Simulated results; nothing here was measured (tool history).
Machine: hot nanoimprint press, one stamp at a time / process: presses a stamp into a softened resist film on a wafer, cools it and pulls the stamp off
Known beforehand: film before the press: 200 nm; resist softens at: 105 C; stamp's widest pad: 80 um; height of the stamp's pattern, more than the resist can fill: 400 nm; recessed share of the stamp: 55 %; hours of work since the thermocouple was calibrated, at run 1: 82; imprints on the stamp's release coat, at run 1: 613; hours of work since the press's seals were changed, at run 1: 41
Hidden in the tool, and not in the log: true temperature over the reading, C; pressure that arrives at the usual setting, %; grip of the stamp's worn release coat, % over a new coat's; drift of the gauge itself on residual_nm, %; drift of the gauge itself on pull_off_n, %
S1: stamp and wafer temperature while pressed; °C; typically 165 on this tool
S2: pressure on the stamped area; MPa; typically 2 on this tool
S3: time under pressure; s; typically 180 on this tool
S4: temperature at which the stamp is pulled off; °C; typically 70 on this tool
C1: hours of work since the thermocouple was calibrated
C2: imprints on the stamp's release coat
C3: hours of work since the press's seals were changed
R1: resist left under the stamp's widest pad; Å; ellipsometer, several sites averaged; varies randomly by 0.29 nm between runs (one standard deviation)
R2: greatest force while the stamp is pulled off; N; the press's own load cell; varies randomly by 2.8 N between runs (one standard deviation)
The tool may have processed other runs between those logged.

run 1 day=0 | S1=165 S2=2 S3=180 S4=70 | C1=82 C2=613 C3=41 | R1=1030 R2=133
run 2 day=0.208 | S1=165 S2=2 S3=180 S4=73 | C1=85 C2=634 C3=44 | R1=1030 R2=133
run 3 day=0.412 | S1=165 S2=1.43 S3=180 S4=70 | C1=89 C2=654 C3=48 | R1=1169 R2=130
run 4 day=0.683 | S1=165 S2=1.43 S3=180 S4=70 | C1=93 C2=681 C3=52 | R1=1153 R2=139
run 5 day=1.021 | S1=165 S2=2 S3=180 S4=59 | C1=98 C2=715 C3=58 | R1=1032 R2=148
run 6 day=1.383 | S1=165 S2=2 S3=180 S4=70 | C1=104 C2=751 C3=63 | R1=1031 R2=134
run 7 day=1.629 | S1=165 S2=2 S3=180 S4=70 | C1=108 C2=776 C3=67 | R1=1033 R2=133
run 8 day=1.925 | S1=165 S2=1.8 S3=180 S4=70 | C1=113 C2=805 C3=72 | R1=1073 R2=135
run 9 day=2.275 | S1=165 S2=1.8 S3=180 S4=70 | C1=119 C2=840 C3=78 | R1=1073 R2=129
run 10 day=2.592 | S1=165 S2=1.8 S3=180 S4=70 | C1=124 C2=872 C3=83 | R1=1076 R2=135
run 11 day=2.875 | S1=165 S2=1.8 S3=180 S4=70 | C1=128 C2=900 C3=88 | R1=1080 R2=135
run 12 day=3.092 | S1=171 S2=1.69 S3=142 S4=69 | C1=132 C2=922 C3=91 | R1=976 R2=135
run 13 day=3.279 | S1=171 S2=1.69 S3=142 S4=69 | C1=135 C2=941 C3=94 | R1=975 R2=135
run 14 day=3.596 | S1=171 S2=2 S3=180 S4=62 | C1=140 C2=972 C3=99 | R1=831 R2=143
run 15 day=3.912 | S1=167 S2=1.22 S3=181 S4=65 | C1=145 C2=1004 C3=104 | R1=1158 R2=138
run 16 day=4.092 | S1=176 S2=1.8 S3=181 S4=70 | C1=148 C2=1022 C3=107 | R1=727 R2=132
run 17 day=4.404 | S1=176 S2=1.8 S3=181 S4=70 | C1=153 C2=1053 C3=112 | R1=723 R2=133
run 18 day=4.783 | S1=176 S2=1.8 S3=181 S4=70 | C1=159 C2=1091 C3=118 | R1=722 R2=133
run 19 day=5.179 | S1=167 S2=2.58 S3=301 S4=70 | C1=166 C2=1131 C3=125 | R1=703 R2=133
run 20 day=5.492 | S1=173 S2=1.25 S3=330 S4=64 | C1=171 C2=1162 C3=130 | R1=740 R2=139
run 21 day=5.875 | S1=173 S2=1.25 S3=330 S4=64 | C1=177 C2=1200 C3=136 | R1=739 R2=141

For some of the steps in R1 from one run to the next: how much would appear even if the tool had no hidden state, given the settings, what came in and random variation, and how much remains for the hidden state plus any gauge scatter that the measured result and the result without hidden state don't share?
Run 14 -> 15: S1 171 -> 167, S2 2 -> 1.22, S3 180 -> 181, S4 62 -> 65. R1 +327 Å: hidden state +3, all else +324.
Run 15 -> 16: S1 167 -> 176, S2 1.22 -> 1.8, S4 65 -> 70. R1 -431 Å: hidden state -3, all else -428.
